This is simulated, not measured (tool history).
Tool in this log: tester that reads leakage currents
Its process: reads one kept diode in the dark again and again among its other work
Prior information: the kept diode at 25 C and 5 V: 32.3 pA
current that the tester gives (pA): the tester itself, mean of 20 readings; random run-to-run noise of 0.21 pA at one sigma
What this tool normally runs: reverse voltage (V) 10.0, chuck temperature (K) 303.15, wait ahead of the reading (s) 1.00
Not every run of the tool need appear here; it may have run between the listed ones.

run   hour  reverse voltage (V)  chuck temperature (K)  wait ahead of the reading (s)  current that the tester gives (pA)
  1    0.0                 10.0                 303.15                           1.00                               76.09
  2   51.4                 10.0                 303.15                           1.00                               76.14
  3   78.3                 10.0                 313.15                           1.00                              161.87
  4  110.4                 10.0                 313.15                           1.00                              161.57
     116.8  -- tester calibrated
  5  163.8                  1.4                 303.15                           1.00                               29.79
  6  189.5                  1.4                 303.15                           1.00                               29.76
  7  218.8                  2.6                 303.15                           1.00                               39.24
     275.6  -- tester calibrated, once more
  8  280.9                  2.6                 303.15                           1.00                               39.02
  9  338.5                 11.7                 303.15                           8.18                               81.84
 10  389.4                  1.7                 298.15                           7.33                               20.95
 11  415.3                 12.5                 298.15                           5.03                               62.48
 12  450.1                  7.9                 300.15                           0.47                               56.54

Each row is a separate what-if for the run after 12, all from the same tool condition, not one after another. Results?
  A  504.8                 10.0                 307.15                           1.00                                   ?
  B  504.8                  1.5                 312.15                           9.07                                   ?
  C  504.8                  8.0                 300.15                           0.82                                   ?
  D  504.8                  7.9                 300.15                           4.96                                   ?
  E  504.8                  7.9                 300.15                           1.14                                   ?

run  current that the tester gives (pA)
  A                              101.96
  B                               64.56
  C                               55.62
  D                               54.40
  E                               55.00
Had the tool no hidden state, the same runs would have come out as:
run  current that the tester gives (pA)
  A                               99.53
  B                               74.99
  C                               48.23
  D                               47.12
  E                               47.76
